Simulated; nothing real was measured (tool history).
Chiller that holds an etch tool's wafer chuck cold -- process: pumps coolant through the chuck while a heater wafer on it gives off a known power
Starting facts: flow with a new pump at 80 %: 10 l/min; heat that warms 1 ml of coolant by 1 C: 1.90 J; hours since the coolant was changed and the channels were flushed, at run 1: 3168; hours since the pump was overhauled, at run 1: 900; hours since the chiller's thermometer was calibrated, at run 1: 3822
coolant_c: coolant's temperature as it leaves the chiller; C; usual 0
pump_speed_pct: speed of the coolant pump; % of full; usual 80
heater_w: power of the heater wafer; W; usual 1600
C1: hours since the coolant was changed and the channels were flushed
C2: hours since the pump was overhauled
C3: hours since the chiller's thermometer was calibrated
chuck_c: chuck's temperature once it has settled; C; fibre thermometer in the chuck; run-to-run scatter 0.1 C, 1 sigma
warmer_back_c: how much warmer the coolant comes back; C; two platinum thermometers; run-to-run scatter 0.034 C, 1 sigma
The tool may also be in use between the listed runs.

{"run": 1, "hour": 0.0, "coolant_c": 0, "pump_speed_pct": 80, "heater_w": 1600, "C1": 3168, "C2": 900, "C3": 3822, "chuck_c": 20.3, "warmer_back_c": 5.21}
{"run": 2, "hour": 17.4, "coolant_c": 0, "pump_speed_pct": 88, "heater_w": 1600, "C1": 3185, "C2": 918, "C3": 3839, "chuck_c": 18.9, "warmer_back_c": 4.72}
{"run": 3, "hour": 48.9, "coolant_c": 0, "pump_speed_pct": 80, "heater_w": 1600, "C1": 3217, "C2": 949, "C3": 3871, "chuck_c": 20.4, "warmer_back_c": 5.15}
{"run": 4, "hour": 62.8, "coolant_c": 0, "pump_speed_pct": 80, "heater_w": 1600, "C1": 3231, "C2": 963, "C3": 3885, "chuck_c": 20.5, "warmer_back_c": 5.17}
{"run": 5, "hour": 81.7, "coolant_c": 0, "pump_speed_pct": 80, "heater_w": 1544, "C1": 3250, "C2": 982, "C3": 3904, "chuck_c": 19.7, "warmer_back_c": 5.01}
{"run": 6, "hour": 110.5, "coolant_c": 0, "pump_speed_pct": 80, "heater_w": 1600, "C1": 3278, "C2": 1011, "C3": 3932, "chuck_c": 20.6, "warmer_back_c": 5.26}
{"run": 7, "hour": 143.0, "coolant_c": 0, "pump_speed_pct": 80, "heater_w": 1600, "C1": 3311, "C2": 1043, "C3": 3965, "chuck_c": 20.6, "warmer_back_c": 5.2}
{"run": 8, "hour": 170.7, "coolant_c": -1, "pump_speed_pct": 80, "heater_w": 1600, "C1": 3339, "C2": 1071, "C3": 3993, "chuck_c": 19.4, "warmer_back_c": 5.29}
{"run": 9, "hour": 188.8, "coolant_c": -1, "pump_speed_pct": 80, "heater_w": 1600, "C1": 3357, "C2": 1089, "C3": 4011, "chuck_c": 19.5, "warmer_back_c": 5.18}
{"run": 10, "hour": 212.5, "coolant_c": 9, "pump_speed_pct": 78, "heater_w": 1600, "C1": 3380, "C2": 1113, "C3": 4034, "chuck_c": 29.9, "warmer_back_c": 5.37}
{"run": 11, "hour": 238.0, "coolant_c": 9, "pump_speed_pct": 78, "heater_w": 1600, "C1": 3406, "C2": 1138, "C3": 4060, "chuck_c": 30, "warmer_back_c": 5.4}
{"run": 12, "hour": 257.2, "coolant_c": 9, "pump_speed_pct": 78, "heater_w": 1600, "C1": 3425, "C2": 1158, "C3": 4079, "chuck_c": 30.1, "warmer_back_c": 5.39}
{"run": 13, "hour": 275.7, "coolant_c": 0, "pump_speed_pct": 80, "heater_w": 819, "C1": 3443, "C2": 1176, "C3": 4098, "chuck_c": 10.6, "warmer_back_c": 2.67}
{"run": 14, "hour": 295.9, "coolant_c": -1, "pump_speed_pct": 80, "heater_w": 819, "C1": 3464, "C2": 1196, "C3": 4118, "chuck_c": 9.9, "warmer_back_c": 2.75}

Below, some changes in chuck_c between adjacent runs. For each, the amount present without the hidden state too (settings, incoming material, random variation) and the amount remaining for the hidden state with gauge scatter not shared by both compared results:
Hidden state at play: heat passed by the chuck's channels, % of clean ones'; flow at a given pump speed, % of a new pump's; coolant's true temperature over the reading, C; drift of the gauge itself on chuck_c, C; drift of the gauge itself on warmer_back_c, C.
Run 12 -> 13: coolant_c 9 -> 0, pump_speed_pct 78 -> 80, heater_w 1600 -> 819. chuck_c -19.5 C: hidden state -0.9, all else -18.6.
